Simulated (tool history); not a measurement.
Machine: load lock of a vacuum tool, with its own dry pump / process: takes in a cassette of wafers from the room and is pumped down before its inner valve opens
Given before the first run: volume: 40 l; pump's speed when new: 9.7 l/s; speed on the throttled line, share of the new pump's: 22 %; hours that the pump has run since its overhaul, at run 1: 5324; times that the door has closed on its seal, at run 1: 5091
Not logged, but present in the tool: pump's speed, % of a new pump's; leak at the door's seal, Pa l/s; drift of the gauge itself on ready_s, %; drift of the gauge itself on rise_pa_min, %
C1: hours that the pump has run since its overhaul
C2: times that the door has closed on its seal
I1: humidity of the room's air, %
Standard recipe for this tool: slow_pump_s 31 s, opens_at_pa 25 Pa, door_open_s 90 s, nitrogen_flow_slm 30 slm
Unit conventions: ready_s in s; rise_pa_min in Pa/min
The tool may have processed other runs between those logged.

{"run": 1, "day": 0.0, "slow_pump_s": 31, "opens_at_pa": 25, "door_open_s": 90, "nitrogen_flow_slm": 30, "C1": 5324, "C2": 5091, "I1": 48.9, "ready_s": 58.5, "rise_pa_min": 0.046}
{"run": 2, "day": 7.425, "slow_pump_s": 31, "opens_at_pa": 25, "door_open_s": 90, "nitrogen_flow_slm": 30, "C1": 5502, "C2": 5469, "I1": 44.6, "ready_s": 58.5, "rise_pa_min": 0.037}
{"run": 3, "day": 16.996, "slow_pump_s": 31, "opens_at_pa": 25, "door_open_s": 90, "nitrogen_flow_slm": 30, "C1": 5732, "C2": 5955, "I1": 45.5, "ready_s": 59.1, "rise_pa_min": 0.044}
{"run": 4, "day": 25.375, "slow_pump_s": 31, "opens_at_pa": 25, "door_open_s": 90, "nitrogen_flow_slm": 30, "C1": 5933, "C2": 6381, "I1": 44.4, "ready_s": 58.5, "rise_pa_min": 0.039}
{"run": 5, "day": 32.975, "slow_pump_s": 31, "opens_at_pa": 20, "door_open_s": 90, "nitrogen_flow_slm": 30, "C1": 6115, "C2": 6767, "I1": 44.6, "ready_s": 59.1, "rise_pa_min": 0.037}
{"run": 6, "day": 42.196, "slow_pump_s": 31, "opens_at_pa": 20, "door_open_s": 90, "nitrogen_flow_slm": 30, "C1": 6337, "C2": 7236, "I1": 47.1, "ready_s": 59.9, "rise_pa_min": 0.039}
{"run": 7, "day": 53.379, "slow_pump_s": 31, "opens_at_pa": 20, "door_open_s": 90, "nitrogen_flow_slm": 30, "C1": 6605, "C2": 7804, "I1": 43.3, "ready_s": 59.7, "rise_pa_min": 0.042}
{"run": 8, "day": 63.304, "slow_pump_s": 31, "opens_at_pa": 25, "door_open_s": 90, "nitrogen_flow_slm": 30, "C1": 6843, "C2": 8308, "I1": 45.1, "ready_s": 58.4, "rise_pa_min": 0.038}
{"run": 9, "day": 71.908, "slow_pump_s": 31, "opens_at_pa": 25, "door_open_s": 90, "nitrogen_flow_slm": 30, "C1": 7050, "C2": 8745, "I1": 41.7, "ready_s": 58.5, "rise_pa_min": 0.038}
{"run": 10, "day": 78.812, "slow_pump_s": 31, "opens_at_pa": 25, "door_open_s": 152, "nitrogen_flow_slm": 30, "C1": 7216, "C2": 9096, "I1": 42.7, "ready_s": 58.2, "rise_pa_min": 0.048}
{"run": 11, "day": 84.833, "slow_pump_s": 31, "opens_at_pa": 25, "door_open_s": 202, "nitrogen_flow_slm": 30, "C1": 7360, "C2": 9402, "I1": 45.9, "ready_s": 58.3, "rise_pa_min": 0.059}
{"run": 12, "day": 94.538, "slow_pump_s": 31, "opens_at_pa": 25, "door_open_s": 124, "nitrogen_flow_slm": 30, "C1": 7593, "C2": 9895, "I1": 46.4, "ready_s": 58.2, "rise_pa_min": 0.049}
{"run": 13, "day": 104.838, "slow_pump_s": 31, "opens_at_pa": 25, "door_open_s": 124, "nitrogen_flow_slm": 30, "C1": 7840, "C2": 10418, "I1": 46.5, "ready_s": 58.8, "rise_pa_min": 0.044}
{"run": 14, "day": 112.104, "slow_pump_s": 31, "opens_at_pa": 25, "door_open_s": 124, "nitrogen_flow_slm": 30, "C1": 8015, "C2": 10788, "I1": 47.3, "ready_s": 57.9, "rise_pa_min": 0.049}
{"run": 15, "day": 122.525, "slow_pump_s": 31, "opens_at_pa": 25, "door_open_s": 124, "nitrogen_flow_slm": 30, "C1": 8265, "C2": 11317, "I1": 46, "ready_s": 59, "rise_pa_min": 0.047}
{"run": 16, "day": 132.821, "slow_pump_s": 31, "opens_at_pa": 42, "door_open_s": 101, "nitrogen_flow_slm": 30, "C1": 8512, "C2": 11840, "I1": 45.3, "ready_s": 57.5, "rise_pa_min": 0.044}
{"run": 17, "day": 137.538, "slow_pump_s": 31, "opens_at_pa": 42, "door_open_s": 101, "nitrogen_flow_slm": 30, "C1": 8625, "C2": 12080, "I1": 48.3, "ready_s": 56.9, "rise_pa_min": 0.044}
{"run": 18, "day": 145.521, "slow_pump_s": 31, "opens_at_pa": 42, "door_open_s": 101, "nitrogen_flow_slm": 30, "C1": 8817, "C2": 12486, "I1": 43, "ready_s": 56.9, "rise_pa_min": 0.042}
{"run": 19, "day": 155.212, "slow_pump_s": 31, "opens_at_pa": 32, "door_open_s": 90, "nitrogen_flow_slm": 9, "C1": 9049, "C2": 12978, "I1": 45.7, "ready_s": 57.4, "rise_pa_min": 0.069}
{"run": 20, "day": 165.279, "slow_pump_s": 31, "opens_at_pa": 37, "door_open_s": 79, "nitrogen_flow_slm": 9, "C1": 9291, "C2": 13489, "I1": 45.5, "ready_s": 57.3, "rise_pa_min": 0.06}
{"run": 21, "day": 175.146, "slow_pump_s": 31, "opens_at_pa": 28, "door_open_s": 90, "nitrogen_flow_slm": 12, "C1": 9528, "C2": 13991, "I1": 43.9, "ready_s": 58.2, "rise_pa_min": 0.058}
{"run": 22, "day": 183.971, "slow_pump_s": 31, "opens_at_pa": 28, "door_open_s": 90, "nitrogen_flow_slm": 12, "C1": 9739, "C2": 14439, "I1": 45.2, "ready_s": 57.8, "rise_pa_min": 0.059}
{"run": 23, "day": 190.583, "slow_pump_s": 25, "opens_at_pa": 49, "door_open_s": 70, "nitrogen_flow_slm": 6, "C1": 9898, "C2": 14775, "I1": 45.5, "ready_s": 51.1, "rise_pa_min": 0.065}
{"run": 24, "day": 199.662, "slow_pump_s": 25, "opens_at_pa": 25, "door_open_s": 90, "nitrogen_flow_slm": 13, "C1": 10116, "C2": 15236, "I1": 45.1, "ready_s": 54.6, "rise_pa_min": 0.058}
{"run": 25, "day": 209.492, "slow_pump_s": 25, "opens_at_pa": 31, "door_open_s": 50, "nitrogen_flow_slm": 13, "C1": 10352, "C2": 15736, "I1": 48.5, "ready_s": 53.8, "rise_pa_min": 0.044}
{"run": 26, "day": 216.962, "slow_pump_s": 25, "opens_at_pa": 31, "door_open_s": 50, "nitrogen_flow_slm": 13, "C1": 10531, "C2": 16115, "I1": 42.8, "ready_s": 53.7, "rise_pa_min": 0.04}
{"run": 27, "day": 226.608, "slow_pump_s": 31, "opens_at_pa": 44, "door_open_s": 42, "nitrogen_flow_slm": 30, "C1": 10763, "C2": 16606, "I1": 42.1, "ready_s": 56, "rise_pa_min": 0.024}
{"run": 28, "day": 233.75, "slow_pump_s": 31, "opens_at_pa": 44, "door_open_s": 42, "nitrogen_flow_slm": 30, "C1": 10934, "C2": 16968, "I1": 44.5, "ready_s": 56.2, "rise_pa_min": 0.023}
{"run": 29, "day": 240.421, "slow_pump_s": 43, "opens_at_pa": 22, "door_open_s": 29, "nitrogen_flow_slm": 30, "C1": 11094, "C2": 17307, "I1": 45.6, "ready_s": 68.7, "rise_pa_min": 0.027}

What if the next run were any one of these 3? Each begins from the tool's condition after run 29:
{"run": "A", "day": 248.788, "slow_pump_s": 57, "opens_at_pa": 25, "door_open_s": 90, "nitrogen_flow_slm": 30, "C1": 11295, "C2": 17733, "I1": 49, "ready_s": "?", "rise_pa_min": "?"}
{"run": "B", "day": 248.788, "slow_pump_s": 55, "opens_at_pa": 25, "door_open_s": 30, "nitrogen_flow_slm": 22, "C1": 11295, "C2": 17733, "I1": 42.5, "ready_s": "?", "rise_pa_min": "?"}
{"run": "C", "day": 248.788, "slow_pump_s": 43, "opens_at_pa": 30, "door_open_s": 29, "nitrogen_flow_slm": 30, "C1": 11295, "C2": 17733, "I1": 43.3, "ready_s": "?", "rise_pa_min": "?"}

run=A ready_s=79.1 rise_pa_min=0.037
run=B ready_s=77.7 rise_pa_min=0.029
run=C ready_s=67.9 rise_pa_min=0.026
What these runs would have given with no unlogged condition in the tool:
run=A ready_s=79.1 rise_pa_min=0.036
run=B ready_s=77.7 rise_pa_min=0.029
run=C ready_s=67.8 rise_pa_min=0.026
